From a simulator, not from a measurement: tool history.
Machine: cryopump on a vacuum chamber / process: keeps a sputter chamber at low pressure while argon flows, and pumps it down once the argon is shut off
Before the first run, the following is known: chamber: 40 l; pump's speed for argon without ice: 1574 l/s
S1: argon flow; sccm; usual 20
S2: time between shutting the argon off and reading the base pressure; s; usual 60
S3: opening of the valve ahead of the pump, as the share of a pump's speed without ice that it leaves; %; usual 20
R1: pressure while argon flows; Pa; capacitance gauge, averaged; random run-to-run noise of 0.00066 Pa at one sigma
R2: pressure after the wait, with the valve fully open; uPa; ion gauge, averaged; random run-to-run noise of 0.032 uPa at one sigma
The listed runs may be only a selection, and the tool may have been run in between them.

| run | day | S1 | S2 | S3 | R1 | R2 |
|---|---|---|---|---|---|---|
| 1 | 0 | 20 | 60 | 20 | 0.1107 | 2.69 |
| 2 | 1.229 | 20 | 60 | 20 | 0.1107 | 2.74 |
| 3 | 3.25 | 20 | 60 | 20 | 0.1119 | 2.82 |
| 4 | 5.267 | 16 | 60 | 20 | 0.0899 | 2.9 |
| 5 | 6.483 | 16 | 60 | 20 | 0.0893 | 3.08 |
| 6 | 8.492 | 20 | 35 | 20 | 0.1125 | 4.06 |
| 7 | 9.946 | 20 | 35 | 20 | 0.1123 | 4.16 |
| 8 | 11.188 | 16 | 60 | 20 | 0.0914 | 3.17 |
| 9 | 12.904 | 16 | 60 | 20 | 0.0914 | 3.36 |
| 10 | 14.721 | 16 | 60 | 20 | 0.0916 | 3.42 |
| 11 | 16.492 | 16 | 60 | 20 | 0.0922 | 3.43 |
| 12 | 17.946 | 20 | 60 | 20 | 0.1151 | 3.57 |
| 13 | 19.404 | 20 | 60 | 17 | 0.1354 | 3.68 |
| 14 | 21.329 | 26 | 60 | 17 | 0.177 | 3.86 |
| 15 | 22.283 | 24 | 60 | 20 | 0.1412 | 3.79 |
| 16 | 23.733 | 20 | 60 | 20 | 0.1171 | 4.03 |
| 17 | 25.729 | 19 | 60 | 20 | 0.1112 | 4.15 |
|  | 27.179 | pump warmed up, emptied and cooled again |
| 18 | 27.904 | 19 | 60 | 20 | 0.102 | 3.27 |
| 19 | 29.162 | 27 | 147 | 33 | 0.0893 | 2.44 |
| 20 | 30.375 | 8 | 120 | 47 | 0.0183 | 2.73 |
| 21 | 32.45 | 9 | 140 | 20 | 0.0489 | 2.62 |
| 22 | 33.375 | 23 | 140 | 21 | 0.1192 | 2.61 |
| 23 | 34.592 | 33 | 270 | 42 | 0.087 | 2.55 |
| 24 | 36.667 | 20 | 147 | 20 | 0.1096 | 2.82 |
| 25 | 38.25 | 29 | 111 | 43 | 0.0757 | 3.05 |
| 26 | 39.483 | 20 | 39 | 40 | 0.0575 | 4.52 |
| 27 | 41.179 | 11 | 273 | 20 | 0.0605 | 2.8 |
| 28 | 42.562 | 11 | 273 | 18 | 0.0685 | 2.86 |
| 29 | 44.654 | 11 | 273 | 18 | 0.0677 | 2.92 |
| 30 | 45.746 | 26 | 26 | 20 | 0.1467 | 6.07 |
| 31 | 46.95 | 12 | 137 | 48 | 0.0291 | 3.33 |
| 32 | 48.783 | 12 | 137 | 48 | 0.0304 | 3.55 |
| 33 | 50.462 | 12 | 137 | 48 | 0.0304 | 3.57 |
| 34 | 51.583 | 12 | 137 | 48 | 0.0305 | 3.68 |
| 35 | 53.396 | 12 | 137 | 48 | 0.0302 | 3.79 |

How would selected steps in R1 from run to run divide? Give the signed amount a tool lacking its hidden state would still show from settings, what came in and random variation, and the signed amount left for the hidden state, including any gauge scatter that is not in both of the compared results.
The hidden state here: pump's speed, % of a pump's without ice; cold plate's temperature, K; leak into the chamber, uPa l/s; drift of the gauge itself on working_pa, %; drift of the gauge itself on base_upa, %.
Run 13 -> 14: S1 20 -> 26. R1 +0.0416 Pa: hidden state +0.0037, all else +0.0379.
Run 17 -> 18: pump warmed up, emptied and cooled again. R1 -0.0092 Pa: hidden state -0.0104, all else +0.0012.
Run 19 -> 20: S1 27 -> 8, S2 147 -> 120, S3 33 -> 47. R1 -0.071 Pa: hidden state -0.0004, all else -0.0706.
Run 29 -> 30: S1 11 -> 26, S2 273 -> 26, S3 18 -> 20. R1 +0.079 Pa: hidden state +0.0036, all else +0.0754.
Run 30 -> 31: S1 26 -> 12, S2 26 -> 137, S3 20 -> 48. R1 -0.1176 Pa: hidden state -0.003, all else -0.1146.
